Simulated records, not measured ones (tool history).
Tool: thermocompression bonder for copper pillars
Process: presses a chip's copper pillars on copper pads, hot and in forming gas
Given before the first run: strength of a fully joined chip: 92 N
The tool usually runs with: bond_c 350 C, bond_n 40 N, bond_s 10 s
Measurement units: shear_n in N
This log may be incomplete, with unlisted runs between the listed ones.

run,hour,bond_c,bond_n,bond_s,shear_n
1,0,350,40,10,51.9
2,34.5,350,40,10,52.1
3,53,350,40,10,51.4
# hour 66: forming gas filter changed
4,77.3,350,40,10,58.6
5,114.6,350,40,10,57.2
6,145.4,350,40,10,57
7,170.2,350,40,10,56.5
8,205.9,350,40,10,55.4
9,250.3,350,40,10,54.6
10,286.8,350,40,10,53.6
11,323.4,350,40,20,64.5
12,353.1,350,40,20,63.4
13,371.3,321,40,10,40.7
14,406,321,40,10,40.8
15,441.1,321,40,10,40.6
# hour 462.2: forming gas filter changed
16,478.9,350,40,6,49.7
17,505.4,350,40,6,49.1
18,535.3,350,40,6,48.6
19,577.4,350,40,10,56.2
20,608.6,350,40,10,54.9
21,628.2,356,47,10,65.2
22,668,352,31,6,36

Run 23 comes next. What will it give?
23,707,365,40,10,?

Run 23 measured shear_n 59.2 N.
With no hidden state in the tool, this same run would have given shear_n 64.6 N.
